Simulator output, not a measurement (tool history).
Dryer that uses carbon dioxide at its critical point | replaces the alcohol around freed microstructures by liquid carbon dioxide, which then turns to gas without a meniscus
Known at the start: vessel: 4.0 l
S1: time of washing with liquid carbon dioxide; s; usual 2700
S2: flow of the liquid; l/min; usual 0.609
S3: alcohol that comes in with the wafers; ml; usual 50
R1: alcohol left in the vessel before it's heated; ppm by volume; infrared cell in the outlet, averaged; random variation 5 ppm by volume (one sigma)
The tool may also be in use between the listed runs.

run 1 day=0 | S1=2700 S2=0.609 S3=50 | R1=78
run 2 day=0.446 | S1=2700 S2=0.635 S3=50 | R1=85
run 3 day=0.717 | S1=2700 S2=0.635 S3=50 | R1=66
run 4 day=1.012 | S1=2700 S2=0.635 S3=50 | R1=80
run 5 day=1.404 | S1=2700 S2=0.635 S3=50 | R1=91
run 6 day=1.658 | S1=2700 S2=0.609 S3=50 | R1=95
run 7 day=1.983 | S1=3000 S2=0.556 S3=78 | R1=117
-- day=2.183 inlet filter changed
run 8 day=2.512 | S1=3000 S2=0.556 S3=78 | R1=83
run 9 day=2.871 | S1=3000 S2=0.556 S3=78 | R1=82
run 10 day=3.108 | S1=2700 S2=0.838 S3=92 | R1=58
run 11 day=3.571 | S1=2700 S2=0.838 S3=81 | R1=68
run 12 day=4.062 | S1=2460 S2=0.427 S3=25 | R1=191

5 ways to go on from here, each from the tool as it stands after run 12. What would each give?
run A day=4.517 | S1=2700 S2=0.601 S3=50 | R1=?
run B day=4.517 | S1=2700 S2=0.729 S3=43 | R1=?
run C day=4.517 | S1=2100 S2=0.427 S3=25 | R1=?
run D day=4.517 | S1=2580 S2=0.609 S3=20 | R1=?
run E day=4.517 | S1=2700 S2=0.372 S3=50 | R1=?

run=A R1=92
run=B R1=69
run=C R1=292
run=D R1=66
run=E R1=366
Without the tool's hidden state the same runs would have given:
run=A R1=35
run=B R1=14
run=C R1=223
run=D R1=11
run=E R1=291
